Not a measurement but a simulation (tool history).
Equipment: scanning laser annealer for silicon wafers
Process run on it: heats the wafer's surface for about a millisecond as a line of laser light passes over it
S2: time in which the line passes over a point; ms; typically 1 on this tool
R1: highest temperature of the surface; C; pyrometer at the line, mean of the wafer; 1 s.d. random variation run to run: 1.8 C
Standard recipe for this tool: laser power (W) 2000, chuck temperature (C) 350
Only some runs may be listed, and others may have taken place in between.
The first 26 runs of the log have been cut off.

Run 27, hour 229.2: usual settings but laser power (W) 1993, S2 0.74 ms, chuck temperature (C) 382. Result: R1 976 C.
Run 28, hour 236: usual settings but laser power (W) 1993, S2 0.74 ms, chuck temperature (C) 382. Result: R1 973 C.
Run 29, hour 244.8: usual settings but laser power (W) 1990. Result: R1 1036 C.
Run 30, hour 253.3: usual settings but laser power (W) 2060, S2 0.84 ms, chuck temperature (C) 375. Result: R1 1027 C.
Run 31, hour 263: usual settings but laser power (W) 1904. Result: R1 1008 C.
Run 32, hour 271.7: usual settings but laser power (W) 1904. Result: R1 1007 C.
Run 33, hour 277.6: usual settings but laser power (W) 1904. Result: R1 1008 C.
Run 34, hour 287.4: usual settings but laser power (W) 1904. Result: R1 1009 C.
Run 35, hour 295.6: usual settings but laser power (W) 1904. Result: R1 1006 C.
Run 36, hour 300.9: usual settings but laser power (W) 1852, chuck temperature (C) 377. Result: R1 1019 C.
Run 37, hour 307.1: usual settings but laser power (W) 1703, S2 0.75 ms, chuck temperature (C) 324. Result: R1 834 C.
Run 38, hour 314.4: usual settings but laser power (W) 1703, S2 0.75 ms, chuck temperature (C) 324. Result: R1 834 C.
Run 39, hour 319.3: usual settings but laser power (W) 1703, S2 0.75 ms, chuck temperature (C) 347. Result: R1 856 C.
Run 40, hour 327.8: usual settings but laser power (W) 1927. Result: R1 1015 C.

Alternative continuations, all from the tool just after run 40; predict every row:
Run A, hour 336: usual settings but laser power (W) 1885, chuck temperature (C) 340. Result: R1 ?.
Run B, hour 336: usual settings but S2 1.01 ms. Result: R1 ?.
Run C, hour 336: usual settings but laser power (W) 1953, S2 0.83 ms, chuck temperature (C) 378. Result: R1 ?.

run    R1
  A   991
  B  1041
  C   993
With no hidden state in the tool, these same runs would have given:
run    R1
  A  1004
  B  1055
  C  1005
